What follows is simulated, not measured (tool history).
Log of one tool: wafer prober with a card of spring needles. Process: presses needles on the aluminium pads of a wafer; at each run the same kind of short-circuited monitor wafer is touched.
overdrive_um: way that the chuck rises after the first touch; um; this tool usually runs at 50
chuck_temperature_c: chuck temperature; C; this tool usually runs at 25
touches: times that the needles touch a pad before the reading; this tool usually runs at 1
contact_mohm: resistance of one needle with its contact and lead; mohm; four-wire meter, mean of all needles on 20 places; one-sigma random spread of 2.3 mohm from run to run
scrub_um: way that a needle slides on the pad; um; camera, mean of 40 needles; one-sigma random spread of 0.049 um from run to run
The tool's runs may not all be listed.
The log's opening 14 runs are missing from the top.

-- hour=413.2 tips cleaned on abrasive film
run 15 hour=423.5 | overdrive_um=50 chuck_temperature_c=25 touches=1 | contact_mohm=282 scrub_um=12.22
-- hour=431.3 tips cleaned on abrasive film
-- hour=449.9 tips cleaned on abrasive film
run 16 hour=464.9 | overdrive_um=50 chuck_temperature_c=25 touches=1 | contact_mohm=292 scrub_um=12.07
-- hour=466.7 tips cleaned on abrasive film
-- hour=484 tips cleaned on abrasive film
run 17 hour=492.4 | overdrive_um=39 chuck_temperature_c=25 touches=1 | contact_mohm=298 scrub_um=9.36
-- hour=501.1 tips cleaned on abrasive film
-- hour=518.1 tips cleaned on abrasive film
-- hour=535.5 tips cleaned on abrasive film
run 18 hour=535.5 | overdrive_um=50 chuck_temperature_c=25 touches=1 | contact_mohm=265 scrub_um=12.1
-- hour=554.8 tips cleaned on abrasive film
-- hour=572.3 tips cleaned on abrasive film
run 19 hour=575.5 | overdrive_um=36 chuck_temperature_c=25 touches=1 | contact_mohm=287 scrub_um=8.52
-- hour=589.6 tips cleaned on abrasive film
run 20 hour=601.7 | overdrive_um=62 chuck_temperature_c=61 touches=1 | contact_mohm=285 scrub_um=14.96
-- hour=608 tips cleaned on abrasive film
-- hour=624.3 tips cleaned on abrasive film
-- hour=641.5 tips cleaned on abrasive film
run 21 hour=641.5 | overdrive_um=62 chuck_temperature_c=61 touches=1 | contact_mohm=274 scrub_um=14.86
-- hour=660.5 tips cleaned on abrasive film
run 22 hour=672.9 | overdrive_um=62 chuck_temperature_c=61 touches=1 | contact_mohm=281 scrub_um=14.83
-- hour=677.9 tips cleaned on abrasive film
run 23 hour=693.1 | overdrive_um=37 chuck_temperature_c=102 touches=2 | contact_mohm=311 scrub_um=8.64
-- hour=695 tips cleaned on abrasive film
-- hour=713.1 tips cleaned on abrasive film
run 24 hour=721.1 | overdrive_um=36 chuck_temperature_c=28 touches=3 | contact_mohm=283 scrub_um=8.42
-- hour=730.5 tips cleaned on abrasive film
-- hour=747.2 tips cleaned on abrasive film
run 25 hour=758.1 | overdrive_um=36 chuck_temperature_c=31 touches=2 | contact_mohm=295 scrub_um=8.42
-- hour=764 tips cleaned on abrasive film
-- hour=780.1 tips cleaned on abrasive film
-- hour=796 tips cleaned on abrasive film
run 26 hour=796 | overdrive_um=30 chuck_temperature_c=105 touches=2 | contact_mohm=302 scrub_um=6.89
-- hour=814.8 tips cleaned on abrasive film
-- hour=831.8 tips cleaned on abrasive film
run 27 hour=831.8 | overdrive_um=37 chuck_temperature_c=27 touches=2 | contact_mohm=274 scrub_um=8.56
-- hour=848.3 tips cleaned on abrasive film
-- hour=864.7 tips cleaned on abrasive film
-- hour=868.3 height of the first contact set anew
run 28 hour=868.3 | overdrive_um=37 chuck_temperature_c=27 touches=2 | contact_mohm=281 scrub_um=9.06
-- hour=882.4 tips cleaned on abrasive film
run 29 hour=889.2 | overdrive_um=37 chuck_temperature_c=27 touches=1 | contact_mohm=296 scrub_um=9.06
-- hour=898.1 tips cleaned on abrasive film
-- hour=916.5 tips cleaned on abrasive film
run 30 hour=920.4 | overdrive_um=37 chuck_temperature_c=27 touches=1 | contact_mohm=284 scrub_um=8.97

3 options for the next run, each taken on its own from the tool as it stands now. Forecast them:
-- hour=932.9 tips cleaned on abrasive film
run A hour=938.5 | overdrive_um=50 chuck_temperature_c=29 touches=1 | contact_mohm=? scrub_um=?
-- hour=932.9 tips cleaned on abrasive film
run B hour=938.5 | overdrive_um=36 chuck_temperature_c=49 touches=2 | contact_mohm=? scrub_um=?
-- hour=932.9 tips cleaned on abrasive film
run C hour=938.5 | overdrive_um=37 chuck_temperature_c=45 touches=1 | contact_mohm=? scrub_um=?

run=A contact_mohm=276 scrub_um=12.17
run=B contact_mohm=289 scrub_um=8.78
run=C contact_mohm=306 scrub_um=8.98
Had the tool no hidden state, the same runs would have come out as:
run=A contact_mohm=258 scrub_um=12.25
run=B contact_mohm=268 scrub_um=8.86
run=C contact_mohm=274 scrub_um=9.06

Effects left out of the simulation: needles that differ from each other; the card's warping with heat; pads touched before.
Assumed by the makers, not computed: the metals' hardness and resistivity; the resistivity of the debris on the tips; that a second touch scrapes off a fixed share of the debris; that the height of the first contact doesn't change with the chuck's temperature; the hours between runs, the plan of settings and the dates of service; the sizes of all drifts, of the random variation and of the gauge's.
